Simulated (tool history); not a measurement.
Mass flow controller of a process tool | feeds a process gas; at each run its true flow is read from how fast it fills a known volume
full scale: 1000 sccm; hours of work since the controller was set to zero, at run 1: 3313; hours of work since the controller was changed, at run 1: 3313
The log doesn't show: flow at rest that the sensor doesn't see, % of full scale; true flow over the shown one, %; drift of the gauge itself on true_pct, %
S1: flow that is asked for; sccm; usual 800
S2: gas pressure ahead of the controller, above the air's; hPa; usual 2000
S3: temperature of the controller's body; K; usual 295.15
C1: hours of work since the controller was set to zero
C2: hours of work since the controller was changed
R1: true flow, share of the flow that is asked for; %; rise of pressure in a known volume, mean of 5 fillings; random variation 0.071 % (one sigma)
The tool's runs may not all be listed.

| run | hour | S1 | S2 | S3 | C1 | C2 | R1 |
|---|---|---|---|---|---|---|---|
| 1 | 0.0 | 800 | 2000 | 295.15 | 3313 | 3313 | 99.16 |
| 2 | 62.2 | 800 | 2000 | 295.15 | 3345 | 3345 | 99.23 |
| 3 | 178.6 | 800 | 1700 | 295.15 | 3406 | 3406 | 99.18 |
| 4 | 262.5 | 800 | 1700 | 295.15 | 3450 | 3450 | 99.26 |
| 5 | 319.8 | 800 | 1700 | 295.15 | 3479 | 3479 | 99.30 |
| 6 | 429.1 | 800 | 1700 | 295.15 | 3536 | 3536 | 99.19 |
| 7 | 554.4 | 800 | 1700 | 295.15 | 3602 | 3602 | 99.25 |
| 8 | 650.0 | 800 | 2000 | 295.15 | 3652 | 3652 | 99.02 |
| 9 | 752.9 | 800 | 2000 | 301.15 | 3705 | 3705 | 98.51 |
| 10 | 879.2 | 800 | 2000 | 301.15 | 3771 | 3771 | 98.58 |
| 11 | 965.4 | 800 | 2000 | 301.15 | 3816 | 3816 | 98.60 |
| 12 | 1070.4 | 800 | 2000 | 301.15 | 3871 | 3871 | 98.59 |
| 13 | 1146.4 | 800 | 2000 | 295.15 | 3911 | 3911 | 98.94 |
| 14 | 1266.4 | 800 | 2000 | 297.15 | 3973 | 3973 | 98.84 |
| 15 | 1339.9 | 800 | 2000 | 297.15 | 4012 | 4012 | 98.77 |
| 16 | 1453.1 | 800 | 2000 | 297.15 | 4071 | 4071 | 98.74 |
| 17 | 1515.7 | 107 | 2000 | 295.15 | 4103 | 4103 | 102.78 |
| 18 | 1591.9 | 107 | 2570 | 295.15 | 4143 | 4143 | 102.87 |
| 19 | 1647.3 | 271 | 1840 | 295.15 | 4172 | 4172 | 99.59 |
| 20 | 1764.9 | 800 | 2610 | 310.15 | 4233 | 4233 | 97.69 |
| 21 | 1822.3 | 308 | 1760 | 296.15 | 4263 | 4263 | 99.31 |
|  | 1828.0 | controller's zero set anew |
| 22 | 1942.3 | 800 | 2000 | 303.15 | 60 | 4326 | 98.67 |
| 23 | 2020.8 | 904 | 2510 | 305.15 | 101 | 4367 | 98.37 |
| 24 | 2121.3 | 904 | 2510 | 305.15 | 153 | 4419 | 98.30 |
| 25 | 2200.3 | 244 | 2520 | 295.15 | 194 | 4460 | 100.73 |
|  | 2302.4 | controller's zero set anew, once more |
| 26 | 2311.6 | 244 | 2520 | 295.15 | 5 | 4518 | 96.72 |
| 27 | 2406.8 | 800 | 2000 | 297.15 | 54 | 4568 | 97.70 |
| 28 | 2486.7 | 840 | 2240 | 299.15 | 96 | 4609 | 97.55 |
| 29 | 2574.6 | 840 | 2240 | 299.15 | 142 | 4655 | 97.54 |
| 30 | 2692.7 | 136 | 1470 | 302.15 | 204 | 4717 | 96.48 |
| 31 | 2747.6 | 136 | 1470 | 302.15 | 232 | 4745 | 96.53 |
| 32 | 2841.0 | 136 | 1470 | 304.15 | 281 | 4794 | 96.50 |
| 33 | 2907.6 | 135 | 1520 | 298.15 | 316 | 4829 | 96.92 |

The same runs without the tool's hidden state, with the same run-to-run variation:
| run | R1 |
|---|---|
| 1 | 99.94 |
| 2 | 100.02 |
| 3 | 99.98 |
| 4 | 100.08 |
| 5 | 100.12 |
| 6 | 100.03 |
| 7 | 100.10 |
| 8 | 99.89 |
| 9 | 99.40 |
| 10 | 99.49 |
| 11 | 99.51 |
| 12 | 99.52 |
| 13 | 99.88 |
| 14 | 99.80 |
| 15 | 99.74 |
| 16 | 99.72 |
| 17 | 98.54 |
| 18 | 98.58 |
| 19 | 98.99 |
| 20 | 98.71 |
| 21 | 98.99 |
| 22 | 99.38 |
| 23 | 99.23 |
| 24 | 99.17 |
| 25 | 98.72 |
| 26 | 98.68 |
| 27 | 99.69 |
| 28 | 99.55 |
| 29 | 99.55 |
| 30 | 98.30 |
| 31 | 98.34 |
| 32 | 98.28 |
| 33 | 98.67 |
